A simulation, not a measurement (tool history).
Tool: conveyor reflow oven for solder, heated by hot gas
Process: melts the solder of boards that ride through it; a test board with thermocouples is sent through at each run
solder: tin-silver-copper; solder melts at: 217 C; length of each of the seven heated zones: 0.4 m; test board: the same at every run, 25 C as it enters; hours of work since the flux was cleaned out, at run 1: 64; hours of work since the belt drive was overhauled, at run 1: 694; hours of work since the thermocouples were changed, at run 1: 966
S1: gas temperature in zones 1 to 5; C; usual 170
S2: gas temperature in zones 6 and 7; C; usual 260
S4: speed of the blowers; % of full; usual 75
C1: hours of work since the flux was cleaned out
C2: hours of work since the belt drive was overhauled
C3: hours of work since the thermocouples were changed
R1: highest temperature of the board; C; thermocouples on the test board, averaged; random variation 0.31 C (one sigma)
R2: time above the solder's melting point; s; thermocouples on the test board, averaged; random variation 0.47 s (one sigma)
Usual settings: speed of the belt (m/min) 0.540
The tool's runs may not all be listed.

run 1 hour=0.0 | S1=170 S2=260 speed_of_the_belt_(m/min)=0.540 S4=75 | C1=64 C2=694 C3=966 | R1=250.1 R2=65.6
run 2 hour=22.7 | S1=170 S2=260 speed_of_the_belt_(m/min)=0.540 S4=75 | C1=79 C2=709 C3=981 | R1=249.8 R2=65.0
run 3 hour=44.1 | S1=170 S2=260 speed_of_the_belt_(m/min)=0.540 S4=75 | C1=93 C2=723 C3=995 | R1=250.1 R2=65.4
run 4 hour=69.0 | S1=170 S2=260 speed_of_the_belt_(m/min)=0.540 S4=75 | C1=110 C2=740 C3=1012 | R1=250.0 R2=65.2
run 5 hour=97.4 | S1=170 S2=260 speed_of_the_belt_(m/min)=0.540 S4=75 | C1=129 C2=759 C3=1031 | R1=250.1 R2=65.1
-- hour=125.5 thermocouples of zones 6 and 7 changed
run 6 hour=130.6 | S1=170 S2=260 speed_of_the_belt_(m/min)=0.540 S4=75 | C1=149 C2=779 C3=3 | R1=248.0 R2=62.6
run 7 hour=146.7 | S1=172 S2=260 speed_of_the_belt_(m/min)=0.540 S4=75 | C1=160 C2=790 C3=14 | R1=247.5 R2=64.9
run 8 hour=177.5 | S1=170 S2=260 speed_of_the_belt_(m/min)=0.540 S4=75 | C1=181 C2=810 C3=35 | R1=247.8 R2=62.9
run 9 hour=201.7 | S1=170 S2=260 speed_of_the_belt_(m/min)=0.540 S4=75 | C1=197 C2=827 C3=51 | R1=248.1 R2=63.3
run 10 hour=216.3 | S1=170 S2=258 speed_of_the_belt_(m/min)=0.540 S4=75 | C1=206 C2=836 C3=60 | R1=245.8 R2=61.9
run 11 hour=241.3 | S1=170 S2=258 speed_of_the_belt_(m/min)=0.540 S4=75 | C1=223 C2=853 C3=77 | R1=246.0 R2=61.8
-- hour=248.1 belt drive overhauled, speed set with a stopwatch
-- hour=260.8 flux residue cleaned out of gas plates and filters
run 12 hour=267.1 | S1=170 S2=258 speed_of_the_belt_(m/min)=0.540 S4=75 | C1=4 C2=9 C3=88 | R1=246.7 R2=64.1
run 13 hour=297.7 | S1=170 S2=258 speed_of_the_belt_(m/min)=0.540 S4=75 | C1=25 C2=30 C3=109 | R1=247.0 R2=63.5
run 14 hour=315.1 | S1=170 S2=260 speed_of_the_belt_(m/min)=0.540 S4=75 | C1=36 C2=41 C3=120 | R1=248.8 R2=65.4
run 15 hour=339.2 | S1=170 S2=260 speed_of_the_belt_(m/min)=0.540 S4=75 | C1=52 C2=57 C3=136 | R1=248.4 R2=65.9
run 16 hour=358.6 | S1=170 S2=260 speed_of_the_belt_(m/min)=0.540 S4=75 | C1=65 C2=70 C3=149 | R1=248.8 R2=65.2
run 17 hour=385.7 | S1=170 S2=260 speed_of_the_belt_(m/min)=0.540 S4=75 | C1=83 C2=88 C3=167 | R1=248.6 R2=65.3
run 18 hour=409.3 | S1=170 S2=260 speed_of_the_belt_(m/min)=0.540 S4=75 | C1=99 C2=104 C3=183 | R1=248.6 R2=65.3
-- hour=416.4 belt drive overhauled, speed set with a stopwatch, once more
run 19 hour=434.2 | S1=158 S2=264 speed_of_the_belt_(m/min)=0.545 S4=75 | C1=113 C2=12 C3=197 | R1=249.4 R2=58.3
run 20 hour=465.4 | S1=158 S2=264 speed_of_the_belt_(m/min)=0.545 S4=75 | C1=134 C2=33 C3=218 | R1=249.4 R2=58.4
run 21 hour=480.9 | S1=174 S2=264 speed_of_the_belt_(m/min)=0.439 S4=81 | C1=144 C2=43 C3=228 | R1=257.5 R2=89.9
run 22 hour=511.3 | S1=174 S2=264 speed_of_the_belt_(m/min)=0.439 S4=81 | C1=164 C2=63 C3=248 | R1=257.7 R2=88.6
run 23 hour=537.8 | S1=161 S2=252 speed_of_the_belt_(m/min)=0.581 S4=54 | C1=182 C2=81 C3=266 | R1=233.3 R2=35.4
run 24 hour=569.6 | S1=174 S2=271 speed_of_the_belt_(m/min)=0.564 S4=69 | C1=203 C2=102 C3=287 | R1=255.9 R2=66.8
run 25 hour=594.5 | S1=183 S2=260 speed_of_the_belt_(m/min)=0.472 S4=75 | C1=219 C2=119 C3=304 | R1=252.8 R2=83.7
-- hour=615.8 flux residue cleaned out of gas plates and filters
run 26 hour=626.4 | S1=170 S2=254 speed_of_the_belt_(m/min)=0.474 S4=85 | C1=7 C2=137 C3=321 | R1=247.1 R2=74.5
run 27 hour=656.3 | S1=170 S2=254 speed_of_the_belt_(m/min)=0.447 S4=85 | C1=27 C2=156 C3=341 | R1=248.4 R2=80.3
run 28 hour=671.1 | S1=170 S2=260 speed_of_the_belt_(m/min)=0.452 S4=75 | C1=37 C2=166 C3=351 | R1=252.5 R2=82.4
run 29 hour=693.3 | S1=170 S2=260 speed_of_the_belt_(m/min)=0.452 S4=75 | C1=52 C2=181 C3=366 | R1=252.5 R2=82.4
run 30 hour=712.6 | S1=158 S2=263 speed_of_the_belt_(m/min)=0.523 S4=75 | C1=64 C2=194 C3=379 | R1=250.8 R2=63.1
run 31 hour=735.8 | S1=158 S2=263 speed_of_the_belt_(m/min)=0.523 S4=75 | C1=80 C2=209 C3=394 | R1=250.9 R2=63.1

Forecast each of these 3 alternatives for the next run:
run A hour=750.3 | S1=184 S2=263 speed_of_the_belt_(m/min)=0.523 S4=83 | C1=90 C2=219 C3=404 | R1=? R2=?
run B hour=750.3 | S1=158 S2=270 speed_of_the_belt_(m/min)=0.523 S4=73 | C1=90 C2=219 C3=404 | R1=? R2=?
run C hour=750.3 | S1=163 S2=263 speed_of_the_belt_(m/min)=0.620 S4=75 | C1=90 C2=219 C3=404 | R1=? R2=?

run=A R1=254.8 R2=76.9
run=B R1=256.8 R2=67.2
run=C R1=245.0 R2=48.6
Without the tool's hidden state the same runs would have given:
run=A R1=254.2 R2=76.4
run=B R1=256.2 R2=66.7
run=C R1=244.5 R2=48.2
